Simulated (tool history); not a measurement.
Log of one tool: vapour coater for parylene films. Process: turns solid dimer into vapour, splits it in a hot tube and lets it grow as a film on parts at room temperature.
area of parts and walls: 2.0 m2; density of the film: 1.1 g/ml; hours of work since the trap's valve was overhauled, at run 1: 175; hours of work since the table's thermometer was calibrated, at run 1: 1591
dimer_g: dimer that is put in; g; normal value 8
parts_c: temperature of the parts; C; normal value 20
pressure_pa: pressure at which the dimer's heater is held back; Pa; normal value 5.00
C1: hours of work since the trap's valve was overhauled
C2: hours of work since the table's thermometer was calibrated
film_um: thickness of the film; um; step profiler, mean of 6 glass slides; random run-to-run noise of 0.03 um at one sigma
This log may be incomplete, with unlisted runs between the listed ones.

{"run": 1, "day": 0.0, "dimer_g": 8, "parts_c": 20, "pressure_pa": 5.0, "C1": 175, "C2": 1591, "film_um": 2.86}
{"run": 2, "day": 1.933, "dimer_g": 8, "parts_c": 20, "pressure_pa": 5.0, "C1": 214, "C2": 1629, "film_um": 2.88}
{"day": 2.5, "done": "table's thermometer calibrated"}
{"run": 3, "day": 3.588, "dimer_g": 10, "parts_c": 20, "pressure_pa": 5.0, "C1": 246, "C2": 22, "film_um": 3.52}
{"day": 5.325, "done": "trap's valve overhauled"}
{"run": 4, "day": 6.338, "dimer_g": 10, "parts_c": 20, "pressure_pa": 5.0, "C1": 20, "C2": 73, "film_um": 3.55}
{"run": 5, "day": 8.583, "dimer_g": 8, "parts_c": 20, "pressure_pa": 5.0, "C1": 65, "C2": 118, "film_um": 2.84}
{"run": 6, "day": 10.671, "dimer_g": 8, "parts_c": 20, "pressure_pa": 5.0, "C1": 106, "C2": 159, "film_um": 2.89}
{"run": 7, "day": 12.846, "dimer_g": 8, "parts_c": 20, "pressure_pa": 5.0, "C1": 149, "C2": 202, "film_um": 2.86}
{"run": 8, "day": 14.683, "dimer_g": 8, "parts_c": 20, "pressure_pa": 5.0, "C1": 186, "C2": 239, "film_um": 2.85}
{"run": 9, "day": 17.292, "dimer_g": 5, "parts_c": 19, "pressure_pa": 2.11, "C1": 238, "C2": 290, "film_um": 2.17}

Run 10 has not been measured yet. What should we expect?
{"day": 19.396, "done": "trap's valve overhauled"}
{"run": 10, "day": 19.65, "dimer_g": 5, "parts_c": 19, "pressure_pa": 2.11, "C1": 5, "C2": 334, "film_um": "?"}

Run 10 produced film_um 2.18 um.
Were there no unlogged condition in the tool, this run, its random variation unchanged, would have produced film_um 2.18 um.
